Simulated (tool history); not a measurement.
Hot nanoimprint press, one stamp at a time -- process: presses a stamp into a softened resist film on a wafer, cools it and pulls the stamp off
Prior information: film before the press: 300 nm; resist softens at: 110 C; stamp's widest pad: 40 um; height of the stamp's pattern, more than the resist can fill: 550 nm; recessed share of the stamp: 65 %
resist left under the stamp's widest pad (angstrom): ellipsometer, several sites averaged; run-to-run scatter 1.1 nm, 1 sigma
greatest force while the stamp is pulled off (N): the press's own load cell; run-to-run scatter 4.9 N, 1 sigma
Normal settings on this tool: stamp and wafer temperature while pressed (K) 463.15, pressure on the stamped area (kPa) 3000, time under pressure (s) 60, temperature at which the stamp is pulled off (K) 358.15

run	day	stamp and wafer temperature while pressed (K)	pressure on the stamped area (kPa)	time under pressure (s)	temperature at which the stamp is pulled off (K)	resist left under the stamp's widest pad (angstrom)	greatest force while the stamp is pulled off (N)
1	0	463.15	3000	60	358.15	1633	235
2	0.371	463.15	3000	60	347.15	1613	252
3	0.779	463.15	3000	60	347.15	1627	264
4	1.175	463.15	3000	60	347.15	1613	263
5	1.488	463.15	3000	60	347.15	1635	261
6	1.733	463.15	3000	60	347.15	1616	257
7	2.129	463.15	3000	60	347.15	1622	263
8	2.6	463.15	3000	60	358.15	1612	241
9	2.842	463.15	3000	60	354.15	1629	242
10	3.217	463.15	3000	60	354.15	1611	239
11	3.492	463.15	3000	60	358.15	1603	240
12	3.779	463.15	3000	60	358.15	1629	240
13	4.2	463.15	3000	60	358.15	1634	244
14	4.442	463.15	3000	60	358.15	1623	247
15	4.675	463.15	3000	60	358.15	1631	239
16	4.892	464.15	3000	60	351.15	1543	253
17	5.362	464.15	3000	60	351.15	1552	259
18	5.575	474.15	2000	60	358.15	1201	242
19	5.958	463.15	3000	85	362.15	1446	242
20	6.179	463.15	2330	45	353.15	1968	255
21	6.571	474.15	3000	61	358.15	983	245
22	6.846	463.15	3000	60	346.15	1631	259
23	7.096	464.15	3000	107	362.15	1267	235
24	7.392	464.15	3000	107	362.15	1243	239
# day 7.912: stamp cleaned and given a new release coat
25	8.017	464.15	3000	107	362.15	1259	228
26	8.442	464.15	3000	107	362.15	1238	229
27	8.896	462.15	3420	35	357.15	1896	237
28	9.142	461.15	2000	60	348.15	2065	254
29	9.429	457.15	3230	46	358.15	2154	237
30	9.821	457.15	3230	46	358.15	2120	241

Consider 3 possible next runs. They are alternatives, not a sequence: every one starts from the tool as it was left by run 30. What does each give?
A	10.058	473.15	2400	44	358.15	?	?
B	10.058	463.15	3000	60	352.15	?	?
C	10.058	457.15	3230	46	360.15	?	?

run	resist left under the stamp's widest pad (angstrom)	greatest force while the stamp is pulled off (N)
A	1314	242
B	1619	256
C	2164	228
What these runs would have given with no unlogged condition in the tool:
run	resist left under the stamp's widest pad (angstrom)	greatest force while the stamp is pulled off (N)
A	1314	242
B	1618	255
C	2163	228

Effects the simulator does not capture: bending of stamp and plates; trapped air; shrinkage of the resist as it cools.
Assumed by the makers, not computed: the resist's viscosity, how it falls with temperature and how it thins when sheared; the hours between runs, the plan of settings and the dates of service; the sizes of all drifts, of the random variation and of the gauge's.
